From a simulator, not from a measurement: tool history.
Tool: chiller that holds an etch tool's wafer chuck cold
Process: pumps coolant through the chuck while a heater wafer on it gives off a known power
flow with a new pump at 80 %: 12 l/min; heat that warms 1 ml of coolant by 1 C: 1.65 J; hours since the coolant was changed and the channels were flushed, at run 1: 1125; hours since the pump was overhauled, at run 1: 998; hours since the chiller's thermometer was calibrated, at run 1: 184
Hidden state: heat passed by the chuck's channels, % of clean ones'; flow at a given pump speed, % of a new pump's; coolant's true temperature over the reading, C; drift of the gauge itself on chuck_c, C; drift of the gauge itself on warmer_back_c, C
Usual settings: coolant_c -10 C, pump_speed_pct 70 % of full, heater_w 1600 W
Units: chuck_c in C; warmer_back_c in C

| run | day | coolant_c | pump_speed_pct | heater_w | hours since the coolant was changed and the channels were flushed | hours since the pump was overhauled | hours since the chiller's thermometer was calibrated | chuck_c | warmer_back_c |
|---|---|---|---|---|---|---|---|---|---|
| 1 | 0.000 | -10 | 70 | 1600 | 1125 | 998 | 184 | 6.5 | 5.62 |
| 2 | 3.071 | -10 | 70 | 1600 | 1199 | 1072 | 258 | 6.4 | 5.61 |
| 3 | 6.417 | -10 | 78 | 1600 | 1279 | 1152 | 338 | 5.3 | 4.96 |
| 4 | 10.008 | -10 | 70 | 1600 | 1365 | 1238 | 424 | 6.4 | 5.65 |
| 5 | 12.225 | -10 | 70 | 1600 | 1419 | 1291 | 477 | 6.3 | 5.59 |
| 6 | 14.083 | -10 | 70 | 1600 | 1463 | 1336 | 522 | 6.2 | 5.57 |
| 7 | 15.775 | -10 | 70 | 1600 | 1504 | 1377 | 563 | 6.3 | 5.57 |
| 8 | 19.842 | -10 | 70 | 1238 | 1601 | 1474 | 660 | 2.7 | 4.36 |
| 9 | 22.750 | -10 | 70 | 1238 | 1671 | 1544 | 730 | 2.8 | 4.38 |
| 10 | 25.579 | -10 | 66 | 1238 | 1739 | 1612 | 798 | 3.2 | 4.65 |
| 11 | 29.554 | -10 | 66 | 1238 | 1835 | 1707 | 893 | 3.2 | 4.64 |
| 12 | 32.758 | -10 | 66 | 1238 | 1911 | 1784 | 970 | 3.2 | 4.61 |
| 13 | 35.833 | -10 | 66 | 1238 | 1985 | 1858 | 1044 | 3.0 | 4.68 |
| 14 | 39.450 | -10 | 66 | 1238 | 2072 | 1945 | 1131 | 3.1 | 4.66 |
| 15 | 42.971 | -10 | 66 | 1238 | 2157 | 2029 | 1215 | 3.1 | 4.63 |
| 16 | 45.788 | -10 | 76 | 960 | 2224 | 2097 | 1283 | -0.8 | 3.12 |
| 17 | 48.638 | -16 | 99 | 1297 | 2293 | 2165 | 1351 | -5.5 | 3.10 |
| 18 | 50.696 | -16 | 99 | 1297 | 2342 | 2215 | 1401 | -5.4 | 3.15 |

Run 19 comes next. What will it give?
| 19 | 52.617 | -13 | 75 | 1600 | 2388 | 2261 | 1447 | ? | ? |

{"run 19": {"chuck_c": 2.7, "warmer_back_c": 5.15}}
Without the tool's hidden state the same run would have given chuck_c 2.7 C, warmer_back_c 5.15 C.

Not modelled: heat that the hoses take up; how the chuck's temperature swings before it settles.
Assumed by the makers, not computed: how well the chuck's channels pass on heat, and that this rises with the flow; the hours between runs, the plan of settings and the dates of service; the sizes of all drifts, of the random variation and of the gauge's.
